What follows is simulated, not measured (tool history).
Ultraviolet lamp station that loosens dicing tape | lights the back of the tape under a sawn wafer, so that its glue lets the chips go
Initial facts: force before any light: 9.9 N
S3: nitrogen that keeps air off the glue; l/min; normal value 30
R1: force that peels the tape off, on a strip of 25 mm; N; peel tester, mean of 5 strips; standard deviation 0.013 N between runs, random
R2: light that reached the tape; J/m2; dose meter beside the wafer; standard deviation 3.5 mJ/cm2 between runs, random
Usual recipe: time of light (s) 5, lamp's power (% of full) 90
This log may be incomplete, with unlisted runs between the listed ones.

Run 1, hour 0: usual settings. Result: R1 1.164 N, R2 4270 J/m2.
Run 2, hour 78.6: usual settings. Result: R1 1.24 N, R2 4010 J/m2.
At hour 107.1: window cleaned of glue's vapour.
Run 3, hour 159.1: usual settings. Result: R1 1.46 N, R2 3780 J/m2.
Run 4, hour 225.9: usual settings. Result: R1 1.507 N, R2 3630 J/m2.
At hour 271.3: window cleaned of glue's vapour, once more.
Run 5, hour 300.3: usual settings. Result: R1 1.257 N, R2 4080 J/m2.
Run 6, hour 363.1: usual settings. Result: R1 1.338 N, R2 3910 J/m2.
Run 7, hour 405.5: usual settings. Result: R1 1.42 N, R2 3770 J/m2.
Run 8, hour 465.7: usual settings. Result: R1 1.53 N, R2 3630 J/m2.
Run 9, hour 511.8: usual settings. Result: R1 1.562 N, R2 3530 J/m2.
Run 10, hour 551.7: usual settings but time of light (s) 3. Result: R1 3.337 N, R2 2030 J/m2.
Run 11, hour 612.9: usual settings but time of light (s) 3. Result: R1 3.604 N, R2 1960 J/m2.
Run 12, hour 667.1: usual settings but time of light (s) 3. Result: R1 3.783 N, R2 1880 J/m2.
At hour 701.5: lamp changed.
Run 13, hour 725.1: usual settings but time of light (s) 3. Result: R1 1.949 N, R2 3090 J/m2.
At hour 790.1: window cleaned of glue's vapour.
Run 14, hour 804.7: usual settings but time of light (s) 3. Result: R1 1.816 N, R2 3310 J/m2.
Run 15, hour 846.3: usual settings but time of light (s) 8, S3 38 l/min. Result: R1 0.212 N, R2 8660 J/m2.
Run 16, hour 912.4: usual settings but time of light (s) 6, lamp's power (% of full) 76, S3 38 l/min. Result: R1 0.582 N, R2 5330 J/m2.
Run 17, hour 956.9: usual settings but time of light (s) 6, lamp's power (% of full) 99, S3 38 l/min. Result: R1 0.323 N, R2 6800 J/m2.
Run 18, hour 1023.5: usual settings but time of light (s) 4, lamp's power (% of full) 62, S3 37 l/min. Result: R1 2.054 N, R2 2730 J/m2.
Run 19, hour 1091.8: usual settings but time of light (s) 10, lamp's power (% of full) 62, S3 10 l/min. Result: R1 1.176 N, R2 6630 J/m2.
Run 20, hour 1135.5: usual settings but time of light (s) 6, lamp's power (% of full) 72, S3 53 l/min. Result: R1 0.646 N, R2 4520 J/m2.
Run 21, hour 1189.2: usual settings but time of light (s) 2, lamp's power (% of full) 93, S3 10 l/min. Result: R1 5.31 N, R2 1890 J/m2.
Run 22, hour 1225.7: usual settings but time of light (s) 2, lamp's power (% of full) 93, S3 10 l/min. Result: R1 5.258 N, R2 1850 J/m2.
Run 23, hour 1260.1: usual settings but time of light (s) 2, lamp's power (% of full) 93, S3 10 l/min. Result: R1 5.373 N, R2 1820 J/m2.
Run 24, hour 1295: usual settings but time of light (s) 6, lamp's power (% of full) 93, S3 16 l/min. Result: R1 1.184 N, R2 5320 J/m2.
At hour 1307.6: window cleaned of glue's vapour.
Run 25, hour 1368.2: usual settings but time of light (s) 6, lamp's power (% of full) 93, S3 16 l/min. Result: R1 1.103 N, R2 5580 J/m2.
Run 26, hour 1417.6: usual settings but time of light (s) 9, lamp's power (% of full) 93, S3 16 l/min. Result: R1 0.489 N, R2 8150 J/m2.

Alternative continuations, all from the tool just after run 26; predict every row:
Run A, hour 1481.7: usual settings but lamp's power (% of full) 86, S3 12 l/min. Result: R1 ?, R2 ?.
Run B, hour 1481.7: usual settings but time of light (s) 3, lamp's power (% of full) 93, S3 58 l/min. Result: R1 ?, R2 ?.
Run C, hour 1481.7: usual settings but time of light (s) 9, lamp's power (% of full) 97, S3 51 l/min. Result: R1 ?, R2 ?.
Run D, hour 1481.7: usual settings but time of light (s) 4, lamp's power (% of full) 77, S3 17 l/min. Result: R1 ?, R2 ?.

run     R1    R2
  A  2.357  4030
  B  1.841  2580
  C  0.198  8140
  D  2.917  2900
With no hidden state in the tool, these same runs would have given:
run     R1     R2
  A  1.439   5480
  B   1.05   3520
  C  0.154  11070
  D  1.921   3940

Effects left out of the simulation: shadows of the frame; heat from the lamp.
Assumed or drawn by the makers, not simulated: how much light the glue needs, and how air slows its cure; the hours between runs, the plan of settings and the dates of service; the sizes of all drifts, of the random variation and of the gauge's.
